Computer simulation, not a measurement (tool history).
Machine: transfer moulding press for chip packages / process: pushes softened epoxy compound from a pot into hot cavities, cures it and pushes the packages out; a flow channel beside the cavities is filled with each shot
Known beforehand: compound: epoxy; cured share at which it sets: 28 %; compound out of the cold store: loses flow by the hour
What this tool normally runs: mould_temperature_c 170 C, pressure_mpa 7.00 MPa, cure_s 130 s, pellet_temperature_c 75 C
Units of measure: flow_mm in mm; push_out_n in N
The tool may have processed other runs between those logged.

run,day,mould_temperature_c,pressure_mpa,cure_s,pellet_temperature_c,incoming compound's hours out of the cold store,flow_mm,push_out_n
1,0.000,170,7.00,130,75,12.3,650,398
2,0.438,170,7.00,130,75,39.4,566,449
3,0.633,170,7.00,130,75,47.7,541,467
4,0.850,170,7.00,130,75,38.7,563,499
5,1.283,170,7.00,130,75,40.3,558,542
6,1.662,170,7.00,151,75,41.9,554,478
7,1.912,170,7.00,151,75,23.7,612,521
# day 2.250: cavities cleaned with cleaning compound and waxed
8,2.358,170,7.00,151,75,23.6,606,362
9,2.767,170,7.00,130,75,35.3,576,500
10,3.167,170,7.00,130,75,28.4,596,531
11,3.550,170,7.00,130,78,24.5,604,556
12,3.933,170,7.00,130,78,28.0,594,586
13,4.354,170,7.00,133,75,31.8,585,593
# day 4.508: cavities cleaned with cleaning compound and waxed
14,4.679,170,7.00,133,75,22.4,611,441
15,5.083,170,7.00,133,75,12.5,645,503
16,5.271,174,7.00,127,75,46.8,531,441
17,5.462,174,7.00,127,75,22.4,599,456
18,5.683,174,7.00,127,75,20.8,605,503
19,6.029,163,7.00,136,83,29.2,607,851
20,6.238,163,7.00,136,83,12.5,660,943
21,6.638,163,7.00,136,83,22.5,625,939
# day 6.771: cavities cleaned with cleaning compound and waxed
22,7.008,167,7.00,136,75,34.8,578,483
23,7.442,177,7.65,149,84,27.3,601,375
24,7.679,177,7.65,149,84,32.1,586,400
25,7.988,177,7.65,149,84,24.6,605,415
26,8.292,177,7.65,149,84,14.6,639,434
27,8.579,170,7.00,114,75,26.2,593,749
28,8.867,170,5.94,130,75,38.2,513,609

Each row is a separate what-if for the run after 28, all from the same tool condition, not one after another. Results?
# day 9.042: cavities cleaned with cleaning compound and waxed
A,9.208,177,8.57,130,75,35.7,?,?
# day 9.042: cavities cleaned with cleaning compound and waxed
B,9.208,174,6.05,167,75,43.9,?,?
# day 9.042: cavities cleaned with cleaning compound and waxed
C,9.208,177,6.57,130,75,42.1,?,?

run,flow_mm,push_out_n
A,610,330
B,497,324
C,518,352
Without the tool's unlogged condition, the same runs would have read:
run,flow_mm,push_out_n
A,634,305
B,516,300
C,538,326
